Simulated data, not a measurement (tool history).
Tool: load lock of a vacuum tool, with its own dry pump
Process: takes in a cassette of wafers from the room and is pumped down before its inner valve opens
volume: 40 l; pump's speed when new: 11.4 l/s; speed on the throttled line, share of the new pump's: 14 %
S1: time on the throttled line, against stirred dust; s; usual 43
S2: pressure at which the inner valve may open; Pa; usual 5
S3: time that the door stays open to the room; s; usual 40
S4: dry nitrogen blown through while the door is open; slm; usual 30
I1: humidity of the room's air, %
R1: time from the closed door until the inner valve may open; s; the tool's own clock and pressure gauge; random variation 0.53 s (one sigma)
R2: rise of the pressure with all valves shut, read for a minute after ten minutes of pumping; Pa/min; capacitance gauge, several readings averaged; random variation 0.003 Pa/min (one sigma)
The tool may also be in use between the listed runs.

run	hour	S1	S2	S3	S4	I1	R1	R2
1	0	43	5	40	30	45.5	73	0.019
2	561.1	43	5	40	30	45.5	72.8	0.015
3	1125.5	43	9	40	30	44.7	71.3	0.022
4	1678.3	43	5	40	30	44.5	72.8	0.014
5	2167.6	43	5	40	30	44.8	72.7	0.017
6	2653.1	43	5	40	10	44.4	72.1	0.024
7	3064.5	43	5	72	30	45.6	72.8	0.021
8	3528.7	43	5	40	30	39.7	73.4	0.018
9	3867.3	43	9	40	30	45.8	70.2	0.016
# hour 4188.2: door's seal changed, seat wiped
10	4241.4	43	7	93	30	44.7	71.6	0.022
11	4746.4	43	7	93	30	42.6	70.8	0.016
12	5041.9	43	9	72	30	44.6	69.8	0.021
13	5284.4	43	9	72	30	47	70.4	0.024
14	5606.2	35	5	40	30	40.9	65.3	0.015
# hour 5835.4: dry pump taken out, an overhauled one fitted
15	5986.2	35	5	40	30	46.5	66.9	0.023
16	6483.9	35	6	40	13	45.6	64.3	0.025
17	6992.9	40	6	40	13	44.1	68.7	0.029

4 ways to go on from here, each from the tool as it stands after run 17. What would each give?
A	7532.6	40	8	40	13	46.1	?	?
B	7532.6	40	8	40	13	45	?	?
C	7532.6	43	5	81	30	44.6	?	?
D	7532.6	43	6	40	21	49.2	?	?

run	R1	R2
A	67.8	0.024
B	67.3	0.024
C	72	0.021
D	72.1	0.022
Without the tool's hidden state the same runs would have given:
run	R1	R2
A	67.8	0.023
B	67.3	0.024
C	72	0.02
D	72.1	0.021

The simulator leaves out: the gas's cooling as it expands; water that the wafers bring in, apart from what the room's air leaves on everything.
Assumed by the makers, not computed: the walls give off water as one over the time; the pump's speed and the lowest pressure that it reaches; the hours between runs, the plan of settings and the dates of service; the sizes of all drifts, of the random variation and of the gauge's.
